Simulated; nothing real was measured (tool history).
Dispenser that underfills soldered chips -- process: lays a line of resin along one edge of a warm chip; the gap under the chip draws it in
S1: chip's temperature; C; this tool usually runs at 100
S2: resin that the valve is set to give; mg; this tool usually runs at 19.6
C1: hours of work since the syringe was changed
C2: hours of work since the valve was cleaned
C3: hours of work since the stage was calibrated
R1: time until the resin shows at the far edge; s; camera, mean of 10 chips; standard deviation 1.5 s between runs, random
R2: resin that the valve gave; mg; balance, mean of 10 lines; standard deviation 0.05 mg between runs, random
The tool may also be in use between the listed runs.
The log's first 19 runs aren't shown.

At hour 141.8: new syringe of resin.
Run 20, hour 145.6: usual settings but S1 97 C, S2 21.0 mg; C1 2; C2 93; C3 203. Result: R1 168.5 s, R2 20.06 mg.
At hour 152.8: dispensing valve cleaned and set on the balance.
Run 21, hour 155.8: usual settings but S1 97 C, S2 21.0 mg; C1 8; C2 2; C3 209. Result: R1 203.1 s, R2 20.92 mg.
At hour 156.8: new syringe of resin.
Run 22, hour 163.5: usual settings but S1 97 C, S2 21.0 mg; C1 4; C2 7; C3 214. Result: R1 174.8 s, R2 21.04 mg.
At hour 170.8: new syringe of resin.
Run 23, hour 172.3: usual settings but S1 90 C, S2 17.7 mg; C1 1; C2 12; C3 219. Result: R1 205.1 s, R2 17.50 mg.
Run 24, hour 177.6: usual settings but S1 88 C, S2 23.1 mg; C1 4; C2 15; C3 222. Result: R1 236.8 s, R2 22.88 mg.
At hour 184.7: new syringe of resin.
Run 25, hour 184.7: usual settings but S1 112 C, S2 23.1 mg; C1 0; C2 20; C3 227. Result: R1 99.8 s, R2 22.84 mg.
Run 26, hour 192.5: usual settings but S1 97 C, S2 18.1 mg; C1 5; C2 24; C3 232. Result: R1 187.9 s, R2 17.90 mg.
Run 27, hour 197.5: usual settings but S2 20.1 mg; C1 8; C2 28; C3 235. Result: R1 188.1 s, R2 19.85 mg.
At hour 198.6: new syringe of resin.
Run 28, hour 206.1: usual settings but S1 103 C, S2 22.0 mg; C1 5; C2 33; C3 240. Result: R1 150.7 s, R2 21.63 mg.
At hour 212.6: new syringe of resin.
Run 29, hour 212.6: usual settings but S1 88 C, S2 24.0 mg; C1 0; C2 37; C3 244. Result: R1 196.7 s, R2 23.68 mg.
Run 30, hour 219.0: usual settings but S1 88 C, S2 24.0 mg; C1 4; C2 41; C3 248. Result: R1 226.0 s, R2 23.58 mg.
Run 31, hour 223.5: usual settings but S2 25.2 mg; C1 7; C2 44; C3 251. Result: R1 173.2 s, R2 24.75 mg.
At hour 226.9: new syringe of resin.
Run 32, hour 230.6: usual settings but S1 85 C, S2 25.2 mg; C1 2; C2 48; C3 255. Result: R1 237.4 s, R2 24.72 mg.
Run 33, hour 238.6: usual settings but S1 85 C, S2 21.1 mg; C1 7; C2 53; C3 260. Result: R1 284.7 s, R2 20.53 mg.
At hour 241.4: new syringe of resin.
Run 34, hour 247.1: usual settings but S1 106 C, S2 20.7 mg; C1 4; C2 58; C3 265. Result: R1 134.1 s, R2 20.08 mg.
Run 35, hour 254.5: usual settings but S1 113 C, S2 24.9 mg; C1 8; C2 63; C3 270. Result: R1 126.6 s, R2 24.23 mg.
At hour 255.4: new syringe of resin.
Run 36, hour 263.8: usual settings but S1 113 C, S2 24.9 mg; C1 5; C2 69; C3 276. Result: R1 117.1 s, R2 24.24 mg.

Below are 3 alternative next runs, each starting from the tool's condition after run 36. Predict each:
At hour 269.7: new syringe of resin.
Run A, hour 271.5: usual settings but S1 90 C, S2 17.5 mg; C1 1; C2 73; C3 280. Result: R1 ?, R2 ?.
At hour 269.7: new syringe of resin.
Run B, hour 271.5: usual settings but S1 93 C, S2 19.8 mg; C1 1; C2 73; C3 280. Result: R1 ?, R2 ?.
At hour 269.7: new syringe of resin.
Run C, hour 271.5: usual settings but S1 113 C, S2 18.1 mg; C1 1; C2 73; C3 280. Result: R1 ?, R2 ?.

run     R1     R2
  A  201.9  16.93
  B  182.0  19.08
  C  103.1  17.55
Take away the tool's hidden state, keep each run's random variation, and the runs would have read:
run     R1     R2
  A  195.1  17.50
  B  176.4  19.72
  C   99.4  18.13
